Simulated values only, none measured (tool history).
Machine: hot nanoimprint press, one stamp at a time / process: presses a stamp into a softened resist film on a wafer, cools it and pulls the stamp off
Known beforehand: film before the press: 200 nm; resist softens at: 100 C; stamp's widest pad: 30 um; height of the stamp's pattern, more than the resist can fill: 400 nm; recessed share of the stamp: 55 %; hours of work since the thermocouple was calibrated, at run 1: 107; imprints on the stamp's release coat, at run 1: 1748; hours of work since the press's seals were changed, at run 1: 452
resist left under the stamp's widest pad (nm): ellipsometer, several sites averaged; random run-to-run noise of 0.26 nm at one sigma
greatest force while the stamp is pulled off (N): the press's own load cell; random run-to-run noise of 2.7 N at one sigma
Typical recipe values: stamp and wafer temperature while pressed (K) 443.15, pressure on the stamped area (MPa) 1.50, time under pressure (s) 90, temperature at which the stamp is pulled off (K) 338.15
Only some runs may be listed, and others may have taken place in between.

run,day,stamp and wafer temperature while pressed (K),pressure on the stamped area (MPa),time under pressure (s),temperature at which the stamp is pulled off (K),hours of work since the thermocouple was calibrated,imprints on the stamp's release coat,hours of work since the press's seals were changed,resist left under the stamp's widest pad (nm),greatest force while the stamp is pulled off (N)
1,0.000,443.15,1.50,90,338.15,107,1748,452,109.7,125
2,0.950,443.15,1.50,90,338.15,117,1794,463,109.9,125
3,2.054,443.15,2.33,90,338.15,129,1847,475,92.1,128
4,2.842,443.15,2.33,90,338.15,138,1885,483,91.9,132
5,3.625,444.15,1.50,90,338.15,146,1923,492,106.6,130
6,4.696,443.15,1.50,90,338.15,158,1975,504,110.3,131
# day 5.408: stamp cleaned and given a new release coat
7,6.100,443.15,1.60,70,338.15,171,34,516,116.4,122
8,7.308,440.15,1.50,145,343.15,184,92,529,104.1,123
9,8.042,443.15,0.94,90,338.15,192,128,537,130.2,121
10,8.733,443.15,1.57,90,339.15,199,161,545,108.2,122
11,9.471,455.15,1.57,90,329.15,207,197,553,69.8,132

Each row is a separate what-if for the run after 11, all from the same tool condition, not one after another. Results?
A,10.179,444.15,1.50,107,338.15,215,231,561,?,?
B,10.179,434.15,1.57,85,324.15,215,231,561,?,?
C,10.179,453.15,1.50,90,334.15,215,231,561,?,?
D,10.179,435.15,1.57,90,332.15,215,231,561,?,?

run,resist left under the stamp's widest pad (nm),greatest force while the stamp is pulled off (N)
A,99.8,132
B,146.8,141
C,76.7,133
D,140.8,129
Without the tool's hidden state the same runs would have given:
run,resist left under the stamp's widest pad (nm),greatest force while the stamp is pulled off (N)
A,99.8,132
B,146.7,140
C,76.7,133
D,140.7,129
